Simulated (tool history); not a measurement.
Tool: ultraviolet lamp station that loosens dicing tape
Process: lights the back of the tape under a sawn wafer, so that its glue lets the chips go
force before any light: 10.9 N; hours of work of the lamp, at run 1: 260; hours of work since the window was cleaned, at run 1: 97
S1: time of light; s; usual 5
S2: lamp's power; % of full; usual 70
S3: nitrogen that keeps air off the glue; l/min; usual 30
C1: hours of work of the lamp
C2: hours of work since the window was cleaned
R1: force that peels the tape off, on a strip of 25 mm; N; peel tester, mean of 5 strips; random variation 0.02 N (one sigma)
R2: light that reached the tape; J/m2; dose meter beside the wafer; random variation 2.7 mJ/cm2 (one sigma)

run   hour  S1  S2  S3   C1   C2     R1    R2
  1    0.0   5  70  30  260   97  1.373  3000
  2   18.4   5  70  30  271  108  1.380  3020
  3   29.7   5  70  30  278  115  1.343  3010
  4   45.9   5  70  30  288  125  1.366  3010
  5   62.3   5  70  30  298  135  1.391  2960
  6   74.7   5  70  30  306  142  1.376  2990
  7   89.7   5  70  14  315  152  2.483  2910
  8  105.5   5  70  25  324  161  1.668  2870
  9  121.2   5  70  15  334  171  2.467  2900
 10  140.0   5  70  15  346  182  2.453  2860
 11  151.6   5  70  30  353  189  1.514  2820
 12  168.2   5  70  30  363  199  1.540  2830
 13  182.3   5  70  30  371  208  1.541  2830
     196.0  -- window cleaned of glue's vapour
 14  198.0   5  95  30  381    1  0.877  3750
 15  208.1   3  70  30  387    7  3.365  1590
 16  219.5   3  70  30  394   14  3.314  1630
 17  233.3   3  70  30  402   23  3.209  1600
 18  249.9   5  97  30  412   33  0.901  3690
 19  269.9   5  70  20  424   45  2.285  2640
 20  285.1   5  70  20  434   54  2.223  2620
     294.6  -- window cleaned of glue's vapour, once more
 21  295.7   5  70  16  440    1  2.193  2960
 22  315.1   2  70  30  452   12  4.768  1120
 23  332.0   8  70  11  462   23  1.389  4660
 24  343.3   7  70  26  469   30  0.852  4030
 25  356.1   9  67  26  477   38  0.560  4920
 26  365.6   3  72  14  482   43  4.332  1790
 27  384.2   5  63  24  494   55  2.096  2530
 28  394.5   8  70  24  500   61  0.731  4520
 29  405.4   8  70  24  507   68  0.721  4490
 30  420.4   3  69  24  516   77  3.670  1630
 31  431.7   4  63  44  523   84  2.178  2000
 32  444.3   7  79  12  530   91  1.434  4360
 33  458.0   7  79  12  539  100  1.461  4310
 34  474.6   6  70  30  549  110  1.109  3320
 35  489.6   5  61   9  558  119  3.937  2370
 36  499.9   6  70  31  564  125  1.129  3230
 37  512.8   6  70  31  572  133  1.169  3280
 38  523.1   8  74  14  578  139  1.133  4490
 39  536.4   8  74  14  587  147  1.204  4540
 40  545.0   3  70  30  592  153  3.305  1570
 41  564.4   5  70  36  604  164  1.543  2620
 42  579.1   3  70  12  613  173  5.309  1570
 43  594.3   3  70  12  622  183  4.973  1550

4 ways to go on from here, each from the tool as it stands after run 43. What would each give?
  A  613.7   3  80  27  634  195   ?   ?
  B  613.7   3  78  54  634  195   ?   ?
  C  613.7   5  70  30  634  195   ?   ?
  D  613.7   4  79  43  634  195   ?   ?

run     R1    R2
  A  3.316  1770
  B  2.353  1700
  C  1.775  2570
  D  1.647  2360
Without the tool's hidden state the same runs would have given:
run     R1    R2
  A  2.171  2420
  B  1.405  2330
  C  0.987  3520
  D  0.906  3220

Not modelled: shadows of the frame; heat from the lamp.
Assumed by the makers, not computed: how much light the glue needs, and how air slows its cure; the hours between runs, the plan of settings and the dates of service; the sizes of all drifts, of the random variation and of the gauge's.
